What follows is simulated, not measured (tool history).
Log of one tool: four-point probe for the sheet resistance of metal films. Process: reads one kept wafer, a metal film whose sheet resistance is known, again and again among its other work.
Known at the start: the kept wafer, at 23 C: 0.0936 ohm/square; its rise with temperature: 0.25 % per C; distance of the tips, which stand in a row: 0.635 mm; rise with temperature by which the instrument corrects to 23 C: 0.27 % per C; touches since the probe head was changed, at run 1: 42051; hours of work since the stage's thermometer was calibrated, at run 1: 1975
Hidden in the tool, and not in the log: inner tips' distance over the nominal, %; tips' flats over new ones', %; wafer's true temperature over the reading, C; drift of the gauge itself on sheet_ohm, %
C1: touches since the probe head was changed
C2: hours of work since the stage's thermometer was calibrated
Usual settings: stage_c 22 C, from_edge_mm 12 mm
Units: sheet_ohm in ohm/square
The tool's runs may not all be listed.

Run 1, day 0: usual settings; C1 42051; C2 1975. Result: sheet_ohm 0.093763 ohm/square.
Run 2, day 2.533: usual settings but stage_c 27 C; C1 43712; C2 2011. Result: sheet_ohm 0.093629 ohm/square.
Run 3, day 5.442: usual settings but from_edge_mm 5 mm; C1 45621; C2 2053. Result: sheet_ohm 0.094437 ohm/square.
Run 4, day 7.412: usual settings but from_edge_mm 5 mm; C1 46914; C2 2081. Result: sheet_ohm 0.094411 ohm/square.
Run 5, day 10.021: usual settings but stage_c 27 C; C1 48626; C2 2118. Result: sheet_ohm 0.093667 ohm/square.
Run 6, day 12.542: usual settings but from_edge_mm 25 mm; C1 50280; C2 2154. Result: sheet_ohm 0.093659 ohm/square.
Run 7, day 15.429: usual settings but stage_c 20 C, from_edge_mm 5 mm; C1 52176; C2 2195. Result: sheet_ohm 0.094494 ohm/square.
Run 8, day 18.638: usual settings but stage_c 20 C, from_edge_mm 5 mm; C1 54283; C2 2241. Result: sheet_ohm 0.094493 ohm/square.
Run 9, day 20.342: usual settings but stage_c 26 C, from_edge_mm 15 mm; C1 55399; C2 2265. Result: sheet_ohm 0.093621 ohm/square.
Run 10, day 22.746: usual settings but from_edge_mm 15 mm; C1 56977; C2 2299. Result: sheet_ohm 0.093713 ohm/square.
Run 11, day 25.271: usual settings but stage_c 19 C, from_edge_mm 4 mm; C1 58636; C2 2335. Result: sheet_ohm 0.094944 ohm/square.
Run 12, day 28.146: usual settings but from_edge_mm 7 mm; C1 60522; C2 2376. Result: sheet_ohm 0.094046 ohm/square.

Forecast each of these 4 alternatives for the next run:
At day 29.762: stage's thermometer calibrated.
Run A, day 30.346: usual settings but from_edge_mm 3 mm; C1 61952; C2 8. Result: sheet_ohm ?.
At day 29.762: stage's thermometer calibrated.
Run B, day 30.346: usual settings but stage_c 20 C, from_edge_mm 3 mm; C1 61952; C2 8. Result: sheet_ohm ?.
At day 29.762: stage's thermometer calibrated.
Run C, day 30.346: usual settings but from_edge_mm 23 mm; C1 61952; C2 8. Result: sheet_ohm ?.
At day 29.762: stage's thermometer calibrated.
Run D, day 30.346: usual settings but stage_c 28 C, from_edge_mm 7 mm; C1 61952; C2 8. Result: sheet_ohm ?.

run  sheet_ohm
  A   0.095831
  B   0.095837
  C   0.093661
  D   0.093911
Without the tool's hidden state the same runs would have given:
run  sheet_ohm
  A    0.09583
  B   0.095836
  C    0.09366
  D    0.09391

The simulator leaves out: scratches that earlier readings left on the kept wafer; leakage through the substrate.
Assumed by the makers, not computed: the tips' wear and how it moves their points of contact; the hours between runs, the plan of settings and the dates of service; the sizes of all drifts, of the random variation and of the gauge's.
